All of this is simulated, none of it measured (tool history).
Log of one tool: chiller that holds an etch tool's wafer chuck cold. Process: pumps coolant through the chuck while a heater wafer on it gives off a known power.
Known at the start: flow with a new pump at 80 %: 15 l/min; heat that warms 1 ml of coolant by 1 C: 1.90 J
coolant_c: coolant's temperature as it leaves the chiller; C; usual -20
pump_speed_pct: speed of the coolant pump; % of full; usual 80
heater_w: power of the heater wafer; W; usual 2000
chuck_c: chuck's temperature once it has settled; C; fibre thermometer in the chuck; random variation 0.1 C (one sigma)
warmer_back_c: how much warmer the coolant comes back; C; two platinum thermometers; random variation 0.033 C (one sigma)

run 1 hour=0 | coolant_c=-20 pump_speed_pct=80 heater_w=2000 | chuck_c=-5.7 warmer_back_c=4.2
run 2 hour=137.5 | coolant_c=-20 pump_speed_pct=80 heater_w=2000 | chuck_c=-5.6 warmer_back_c=4.23
run 3 hour=299.3 | coolant_c=-20 pump_speed_pct=80 heater_w=2000 | chuck_c=-5.6 warmer_back_c=4.17
run 4 hour=417.3 | coolant_c=-20 pump_speed_pct=80 heater_w=2000 | chuck_c=-5.6 warmer_back_c=4.21
run 5 hour=515.5 | coolant_c=-20 pump_speed_pct=80 heater_w=2000 | chuck_c=-5.5 warmer_back_c=4.16
run 6 hour=698.6 | coolant_c=-20 pump_speed_pct=80 heater_w=2000 | chuck_c=-5.6 warmer_back_c=4.18
run 7 hour=904.9 | coolant_c=-20 pump_speed_pct=80 heater_w=1973 | chuck_c=-5.8 warmer_back_c=4.05
run 8 hour=1119.9 | coolant_c=-21 pump_speed_pct=80 heater_w=2000 | chuck_c=-6.7 warmer_back_c=4.07
run 9 hour=1300.6 | coolant_c=-21 pump_speed_pct=80 heater_w=2000 | chuck_c=-6.5 warmer_back_c=4.07
run 10 hour=1464.9 | coolant_c=-21 pump_speed_pct=80 heater_w=2000 | chuck_c=-6.4 warmer_back_c=4.1
run 11 hour=1675.5 | coolant_c=-21 pump_speed_pct=80 heater_w=2000 | chuck_c=-6.7 warmer_back_c=4.1
run 12 hour=1882.2 | coolant_c=-20 pump_speed_pct=97 heater_w=1285 | chuck_c=-12.3 warmer_back_c=2.03
run 13 hour=2060.7 | coolant_c=-25 pump_speed_pct=80 heater_w=2066 | chuck_c=-10 warmer_back_c=4.15
run 14 hour=2196.1 | coolant_c=-15 pump_speed_pct=92 heater_w=1701 | chuck_c=-4.2 warmer_back_c=2.85
run 15 hour=2353.1 | coolant_c=-20 pump_speed_pct=80 heater_w=2128 | chuck_c=-4.6 warmer_back_c=4.25
run 16 hour=2498.5 | coolant_c=-20 pump_speed_pct=80 heater_w=2128 | chuck_c=-4.6 warmer_back_c=4.23
run 17 hour=2721.8 | coolant_c=-20 pump_speed_pct=80 heater_w=2128 | chuck_c=-4.5 warmer_back_c=4.21
run 18 hour=2945.7 | coolant_c=-30 pump_speed_pct=80 heater_w=2852 | chuck_c=-9.4 warmer_back_c=5.73
run 19 hour=3122.9 | coolant_c=-30 pump_speed_pct=80 heater_w=2852 | chuck_c=-9.3 warmer_back_c=5.72
-- hour=3256.1 chiller's thermometer calibrated
run 20 hour=3264.8 | coolant_c=-10 pump_speed_pct=91 heater_w=2008 | chuck_c=2.8 warmer_back_c=3.4

3 ways to go on from here, each from the tool as it stands after run 20. What would each give?
run A hour=3485.5 | coolant_c=-20 pump_speed_pct=78 heater_w=2000 | chuck_c=? warmer_back_c=?
run B hour=3485.5 | coolant_c=-15 pump_speed_pct=80 heater_w=2728 | chuck_c=? warmer_back_c=?
run C hour=3485.5 | coolant_c=-20 pump_speed_pct=84 heater_w=2200 | chuck_c=? warmer_back_c=?

run=A chuck_c=-5.4 warmer_back_c=4
run=B chuck_c=4.7 warmer_back_c=5.38
run=C chuck_c=-4.9 warmer_back_c=4.1
Without the tool's hidden state the same runs would have given:
run=A chuck_c=-5.5 warmer_back_c=4.34
run=B chuck_c=4.6 warmer_back_c=5.71
run=C chuck_c=-5 warmer_back_c=4.44

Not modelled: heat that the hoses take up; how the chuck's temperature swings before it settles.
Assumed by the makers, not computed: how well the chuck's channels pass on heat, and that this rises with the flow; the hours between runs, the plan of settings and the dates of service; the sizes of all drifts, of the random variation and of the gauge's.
